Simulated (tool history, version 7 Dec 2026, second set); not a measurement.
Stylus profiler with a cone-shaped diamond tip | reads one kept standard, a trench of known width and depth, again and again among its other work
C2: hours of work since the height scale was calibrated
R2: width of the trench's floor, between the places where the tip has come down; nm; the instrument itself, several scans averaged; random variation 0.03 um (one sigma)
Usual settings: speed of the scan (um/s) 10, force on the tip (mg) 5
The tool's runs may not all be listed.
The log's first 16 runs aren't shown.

{"run": 17, "day": 13.108, "speed of the scan (um/s)": 8, "force on the tip (mg)": 5, "scans with this tip": 6506, "C2": 813, "depth of the trench (Å)": 2043.5, "R2": 47350}
{"run": 18, "day": 13.904, "speed of the scan (um/s)": 8, "force on the tip (mg)": 5, "scans with this tip": 6592, "C2": 824, "depth of the trench (Å)": 2042.5, "R2": 47380}
{"run": 19, "day": 14.842, "speed of the scan (um/s)": 8, "force on the tip (mg)": 5, "scans with this tip": 6693, "C2": 836, "depth of the trench (Å)": 2042.3, "R2": 47400}
{"run": 20, "day": 15.771, "speed of the scan (um/s)": 8, "force on the tip (mg)": 5, "scans with this tip": 6794, "C2": 849, "depth of the trench (Å)": 2041.7, "R2": 47330}
{"run": 21, "day": 16.488, "speed of the scan (um/s)": 8, "force on the tip (mg)": 5, "scans with this tip": 6871, "C2": 858, "depth of the trench (Å)": 2042.2, "R2": 47370}
{"run": 22, "day": 17.254, "speed of the scan (um/s)": 4, "force on the tip (mg)": 7.63, "scans with this tip": 6954, "C2": 869, "depth of the trench (Å)": 2055.6, "R2": 47380}
{"run": 23, "day": 18.308, "speed of the scan (um/s)": 22, "force on the tip (mg)": 1.76, "scans with this tip": 7068, "C2": 883, "depth of the trench (Å)": 2023.3, "R2": 47280}
{"run": 24, "day": 18.808, "speed of the scan (um/s)": 22, "force on the tip (mg)": 1.76, "scans with this tip": 7122, "C2": 890, "depth of the trench (Å)": 2022.5, "R2": 47310}
{"run": 25, "day": 19.662, "speed of the scan (um/s)": 22, "force on the tip (mg)": 1.76, "scans with this tip": 7215, "C2": 901, "depth of the trench (Å)": 2022.1, "R2": 47320}
{"run": 26, "day": 20.488, "speed of the scan (um/s)": 22, "force on the tip (mg)": 1.76, "scans with this tip": 7303, "C2": 912, "depth of the trench (Å)": 2021.3, "R2": 47270}
{"run": 27, "day": 21.483, "speed of the scan (um/s)": 22, "force on the tip (mg)": 1.76, "scans with this tip": 7411, "C2": 926, "depth of the trench (Å)": 2022.7, "R2": 47240}
{"run": 28, "day": 22.008, "speed of the scan (um/s)": 22, "force on the tip (mg)": 1.76, "scans with this tip": 7468, "C2": 933, "depth of the trench (Å)": 2023.8, "R2": 47240}
{"run": 29, "day": 22.7, "speed of the scan (um/s)": 40, "force on the tip (mg)": 8.12, "scans with this tip": 7542, "C2": 942, "depth of the trench (Å)": 2058.4, "R2": 47280}
{"run": 30, "day": 23.25, "speed of the scan (um/s)": 40, "force on the tip (mg)": 8.12, "scans with this tip": 7602, "C2": 950, "depth of the trench (Å)": 2057.7, "R2": 47260}
{"run": 31, "day": 24.288, "speed of the scan (um/s)": 4, "force on the tip (mg)": 1.68, "scans with this tip": 7714, "C2": 964, "depth of the trench (Å)": 2023.7, "R2": 47260}
{"run": 32, "day": 25.3, "speed of the scan (um/s)": 4, "force on the tip (mg)": 1.68, "scans with this tip": 7824, "C2": 977, "depth of the trench (Å)": 2023.1, "R2": 47300}

5 ways to go on from here, each from the tool as it stands after run 32. What would each give?
{"run": "A", "day": 26.4, "speed of the scan (um/s)": 3, "force on the tip (mg)": 10.74, "scans with this tip": 7942, "C2": 992, "depth of the trench (Å)": "?", "R2": "?"}
{"run": "B", "day": 26.4, "speed of the scan (um/s)": 3, "force on the tip (mg)": 2.38, "scans with this tip": 7942, "C2": 992, "depth of the trench (Å)": "?", "R2": "?"}
{"run": "C", "day": 26.4, "speed of the scan (um/s)": 28, "force on the tip (mg)": 5, "scans with this tip": 7942, "C2": 992, "depth of the trench (Å)": "?", "R2": "?"}
{"run": "D", "day": 26.4, "speed of the scan (um/s)": 20, "force on the tip (mg)": 2.61, "scans with this tip": 7942, "C2": 992, "depth of the trench (Å)": "?", "R2": "?"}
{"run": "E", "day": 26.4, "speed of the scan (um/s)": 15, "force on the tip (mg)": 2.26, "scans with this tip": 7942, "C2": 992, "depth of the trench (Å)": "?", "R2": "?"}

run=A depth_of_the_trench_(Å)=2070.6 R2=47260
run=B depth_of_the_trench_(Å)=2027.9 R2=47270
run=C depth_of_the_trench_(Å)=2044.1 R2=47260
run=D depth_of_the_trench_(Å)=2029.1 R2=47250
run=E depth_of_the_trench_(Å)=2026.3 R2=47280
Without the tool's hidden state the same runs would have given:
run=A depth_of_the_trench_(Å)=2066.6 R2=48010
run=B depth_of_the_trench_(Å)=2024 R2=48020
run=C depth_of_the_trench_(Å)=2040.3 R2=48010
run=D depth_of_the_trench_(Å)=2025.3 R2=47990
run=E depth_of_the_trench_(Å)=2022.5 R2=48030

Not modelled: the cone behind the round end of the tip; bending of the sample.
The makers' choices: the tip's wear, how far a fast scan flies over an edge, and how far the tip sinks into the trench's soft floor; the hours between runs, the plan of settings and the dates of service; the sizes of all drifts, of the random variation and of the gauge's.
